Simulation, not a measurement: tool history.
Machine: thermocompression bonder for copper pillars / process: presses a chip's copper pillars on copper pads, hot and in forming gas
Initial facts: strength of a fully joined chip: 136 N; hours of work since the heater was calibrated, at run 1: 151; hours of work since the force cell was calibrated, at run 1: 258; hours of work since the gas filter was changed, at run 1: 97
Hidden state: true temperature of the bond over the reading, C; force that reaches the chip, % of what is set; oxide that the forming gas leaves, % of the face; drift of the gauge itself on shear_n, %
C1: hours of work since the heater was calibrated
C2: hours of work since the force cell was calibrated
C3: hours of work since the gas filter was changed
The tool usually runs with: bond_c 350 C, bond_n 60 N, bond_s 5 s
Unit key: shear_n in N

{"run": 1, "hour": 0.0, "bond_c": 350, "bond_n": 60, "bond_s": 5, "C1": 151, "C2": 258, "C3": 97, "shear_n": 91.3}
{"hour": 34.9, "done": "forming gas filter changed"}
{"run": 2, "hour": 58.1, "bond_c": 350, "bond_n": 60, "bond_s": 5, "C1": 188, "C2": 296, "C3": 15, "shear_n": 89.8}
{"run": 3, "hour": 100.5, "bond_c": 350, "bond_n": 65, "bond_s": 5, "C1": 215, "C2": 323, "C3": 43, "shear_n": 95.3}
{"run": 4, "hour": 137.0, "bond_c": 350, "bond_n": 65, "bond_s": 5, "C1": 239, "C2": 347, "C3": 66, "shear_n": 96.2}
{"run": 5, "hour": 166.5, "bond_c": 350, "bond_n": 65, "bond_s": 3, "C1": 258, "C2": 366, "C3": 85, "shear_n": 84.6}
{"hour": 215.2, "done": "forming gas filter changed"}
{"run": 6, "hour": 222.3, "bond_c": 350, "bond_n": 60, "bond_s": 5, "C1": 294, "C2": 402, "C3": 5, "shear_n": 90.8}
{"run": 7, "hour": 247.9, "bond_c": 350, "bond_n": 60, "bond_s": 5, "C1": 310, "C2": 418, "C3": 21, "shear_n": 90.5}
{"run": 8, "hour": 306.9, "bond_c": 350, "bond_n": 60, "bond_s": 5, "C1": 349, "C2": 456, "C3": 59, "shear_n": 90.4}
{"run": 9, "hour": 343.0, "bond_c": 350, "bond_n": 60, "bond_s": 5, "C1": 372, "C2": 480, "C3": 83, "shear_n": 89.7}
{"run": 10, "hour": 374.4, "bond_c": 350, "bond_n": 60, "bond_s": 5, "C1": 392, "C2": 500, "C3": 103, "shear_n": 90.1}
{"hour": 396.2, "done": "forming gas filter changed"}
{"run": 11, "hour": 410.2, "bond_c": 350, "bond_n": 60, "bond_s": 5, "C1": 415, "C2": 523, "C3": 9, "shear_n": 91.6}
{"run": 12, "hour": 436.9, "bond_c": 350, "bond_n": 60, "bond_s": 5, "C1": 433, "C2": 540, "C3": 26, "shear_n": 90.3}
{"run": 13, "hour": 486.1, "bond_c": 350, "bond_n": 60, "bond_s": 5, "C1": 465, "C2": 572, "C3": 58, "shear_n": 91.4}
{"run": 14, "hour": 529.6, "bond_c": 350, "bond_n": 60, "bond_s": 5, "C1": 493, "C2": 600, "C3": 86, "shear_n": 89.2}
{"run": 15, "hour": 566.7, "bond_c": 350, "bond_n": 60, "bond_s": 5, "C1": 517, "C2": 624, "C3": 110, "shear_n": 91.3}
{"hour": 579.0, "done": "forming gas filter changed"}
{"run": 16, "hour": 620.3, "bond_c": 350, "bond_n": 60, "bond_s": 5, "C1": 551, "C2": 659, "C3": 27, "shear_n": 91.9}
{"run": 17, "hour": 651.7, "bond_c": 350, "bond_n": 60, "bond_s": 5, "C1": 571, "C2": 679, "C3": 47, "shear_n": 90.1}
{"run": 18, "hour": 705.0, "bond_c": 350, "bond_n": 60, "bond_s": 5, "C1": 606, "C2": 714, "C3": 82, "shear_n": 90.1}
{"run": 19, "hour": 741.1, "bond_c": 350, "bond_n": 50, "bond_s": 5, "C1": 629, "C2": 737, "C3": 105, "shear_n": 78.1}
{"hour": 760.8, "done": "forming gas filter changed"}
{"run": 20, "hour": 775.0, "bond_c": 350, "bond_n": 60, "bond_s": 5, "C1": 651, "C2": 759, "C3": 9, "shear_n": 89.1}
{"run": 21, "hour": 809.2, "bond_c": 350, "bond_n": 60, "bond_s": 5, "C1": 673, "C2": 781, "C3": 31, "shear_n": 90.3}
{"run": 22, "hour": 854.5, "bond_c": 350, "bond_n": 60, "bond_s": 5, "C1": 703, "C2": 810, "C3": 61, "shear_n": 90.5}
{"run": 23, "hour": 892.3, "bond_c": 320, "bond_n": 65, "bond_s": 3, "C1": 727, "C2": 835, "C3": 85, "shear_n": 62.8}
{"run": 24, "hour": 923.3, "bond_c": 320, "bond_n": 65, "bond_s": 3, "C1": 747, "C2": 855, "C3": 105, "shear_n": 60.3}
{"hour": 942.6, "done": "forming gas filter changed"}
{"run": 25, "hour": 974.7, "bond_c": 328, "bond_n": 52, "bond_s": 6, "C1": 780, "C2": 888, "C3": 21, "shear_n": 69.4}
{"run": 26, "hour": 1018.5, "bond_c": 328, "bond_n": 52, "bond_s": 6, "C1": 808, "C2": 916, "C3": 49, "shear_n": 70.6}
{"run": 27, "hour": 1056.5, "bond_c": 328, "bond_n": 52, "bond_s": 6, "C1": 833, "C2": 941, "C3": 74, "shear_n": 71}
{"run": 28, "hour": 1092.0, "bond_c": 350, "bond_n": 86, "bond_s": 5, "C1": 856, "C2": 964, "C3": 97, "shear_n": 113.5}
{"hour": 1124.2, "done": "forming gas filter changed"}
{"run": 29, "hour": 1128.4, "bond_c": 350, "bond_n": 86, "bond_s": 5, "C1": 879, "C2": 987, "C3": 3, "shear_n": 112.3}
{"run": 30, "hour": 1178.7, "bond_c": 350, "bond_n": 86, "bond_s": 5, "C1": 912, "C2": 1020, "C3": 35, "shear_n": 113.3}
{"hour": 1214.3, "done": "force cell calibrated"}
{"run": 31, "hour": 1235.0, "bond_c": 350, "bond_n": 37, "bond_s": 4, "C1": 947, "C2": 13, "C3": 71, "shear_n": 56.1}
{"run": 32, "hour": 1291.7, "bond_c": 375, "bond_n": 37, "bond_s": 5, "C1": 984, "C2": 50, "C3": 108, "shear_n": 76.8}
{"hour": 1309.2, "done": "forming gas filter changed"}
{"run": 33, "hour": 1321.2, "bond_c": 357, "bond_n": 60, "bond_s": 4, "C1": 1003, "C2": 69, "C3": 8, "shear_n": 90.3}
{"run": 34, "hour": 1361.2, "bond_c": 357, "bond_n": 60, "bond_s": 4, "C1": 1029, "C2": 95, "C3": 34, "shear_n": 90}
{"run": 35, "hour": 1394.8, "bond_c": 366, "bond_n": 90, "bond_s": 9, "C1": 1051, "C2": 117, "C3": 55, "shear_n": 130.8}
{"run": 36, "hour": 1455.2, "bond_c": 352, "bond_n": 60, "bond_s": 9, "C1": 1090, "C2": 156, "C3": 95, "shear_n": 104.6}
{"hour": 1492.5, "done": "forming gas filter changed"}
{"run": 37, "hour": 1495.6, "bond_c": 368, "bond_n": 44, "bond_s": 5, "C1": 1116, "C2": 182, "C3": 2, "shear_n": 85.1}
{"run": 38, "hour": 1529.1, "bond_c": 359, "bond_n": 52, "bond_s": 13, "C1": 1137, "C2": 203, "C3": 24, "shear_n": 110.7}
{"hour": 1547.9, "done": "heater calibrated with a thermocouple chip"}
{"run": 39, "hour": 1559.3, "bond_c": 361, "bond_n": 60, "bond_s": 11, "C1": 7, "C2": 222, "C3": 42, "shear_n": 116.3}
{"run": 40, "hour": 1599.7, "bond_c": 372, "bond_n": 43, "bond_s": 6, "C1": 34, "C2": 248, "C3": 68, "shear_n": 89.2}

Forecast each of these 3 alternatives for the next run:
{"run": "A", "hour": 1650.9, "bond_c": 376, "bond_n": 57, "bond_s": 3, "C1": 67, "C2": 281, "C3": 101, "shear_n": "?"}
{"run": "B", "hour": 1650.9, "bond_c": 372, "bond_n": 62, "bond_s": 6, "C1": 67, "C2": 281, "C3": 101, "shear_n": "?"}
{"run": "C", "hour": 1650.9, "bond_c": 360, "bond_n": 48, "bond_s": 6, "C1": 67, "C2": 281, "C3": 101, "shear_n": "?"}

run=A shear_n=93.2
run=B shear_n=110.4
run=C shear_n=87.3
Had the tool no hidden state, the same runs would have come out as:
run=A shear_n=93.3
run=B shear_n=110.5
run=C shear_n=87.3

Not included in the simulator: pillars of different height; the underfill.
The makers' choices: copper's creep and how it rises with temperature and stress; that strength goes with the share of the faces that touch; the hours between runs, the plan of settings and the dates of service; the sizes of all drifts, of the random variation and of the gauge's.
